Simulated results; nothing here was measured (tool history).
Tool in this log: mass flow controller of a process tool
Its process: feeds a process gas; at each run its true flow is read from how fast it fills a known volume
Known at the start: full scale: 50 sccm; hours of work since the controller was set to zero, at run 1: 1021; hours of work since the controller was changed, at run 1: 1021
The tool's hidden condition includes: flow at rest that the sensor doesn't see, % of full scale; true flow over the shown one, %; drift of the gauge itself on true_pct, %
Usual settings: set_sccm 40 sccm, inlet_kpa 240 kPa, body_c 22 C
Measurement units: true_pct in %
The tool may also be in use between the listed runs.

run	hour	set_sccm	inlet_kpa	body_c	hours of work since the controller was set to zero	hours of work since the controller was changed	true_pct
1	0	40	240	22	1021	1021	99.19
2	41.5	35	240	22	1047	1047	99.08
3	92.9	35	240	37	1078	1078	99.34
4	136.9	35	252	37	1105	1105	99.38
5	176.2	40	240	22	1130	1130	99.38
6	261	40	240	22	1182	1182	99.3
7	309.8	40	240	22	1212	1212	99.45
8	352.6	40	240	22	1238	1238	99.25
9	391.4	40	240	22	1262	1262	99.26
10	460	40	240	22	1304	1304	99.33
11	533.2	40	240	22	1349	1349	99.33
12	575.6	40	240	22	1375	1375	99.25
13	651.9	40	240	22	1422	1422	99.35
14	734.9	40	240	22	1473	1473	99.38
15	809.4	40	240	22	1519	1519	99.34
16	892.8	40	240	22	1570	1570	99.48
17	987.9	40	240	33	1629	1629	99.55
18	1030.2	40	240	33	1655	1655	99.54
19	1116.6	40	240	22	1708	1708	99.39
20	1173.1	40	240	22	1743	1743	99.28
# hour 1181.6: controller's zero set anew
21	1269.5	46	240	22	54	1802	99.58
22	1317.1	46	240	22	83	1831	99.64
# hour 1344.8: controller's zero set anew, once more
23	1390.9	18	217	35	28	1876	98.84
24	1461.4	29	225	21	72	1920	99.17
25	1506.3	29	225	21	99	1947	99.01
26	1602.6	29	225	21	159	2007	99.06
27	1662.8	19	257	32	196	2044	98.73
28	1712.9	11	144	32	226	2074	98.69
29	1779.9	7	257	22	268	2116	97.68
30	1831.3	10	240	22	299	2147	98.06
31	1923.6	10	240	22	356	2204	98
32	1976.5	31	147	22	389	2237	99.38
33	2037.4	8	211	36	426	2274	98.16
34	2085	40	240	31	455	2303	99.76
35	2176.8	40	178	22	512	2360	99.71
36	2263.9	18	207	23	566	2414	98.7
37	2313	7	269	22	596	2444	97.64
38	2353	7	269	22	620	2468	97.5
39	2425.3	48	149	24	665	2513	100.21
40	2499.4	48	149	24	710	2558	100.3

Branching from run 40: 5 alternative next runs. What would each branch give?
A	2592.7	21	202	22	768	2616	?
B	2592.7	40	151	34	768	2616	?
C	2592.7	48	149	27	768	2616	?
D	2592.7	40	240	21	768	2616	?
E	2592.7	46	171	35	768	2616	?

run	true_pct
A	98.8
B	100.07
C	100.46
D	99.45
E	100.3
What these runs would have given with no unlogged condition in the tool:
run	true_pct
A	98.74
B	99.9
C	100.27
D	99.27
E	100.11
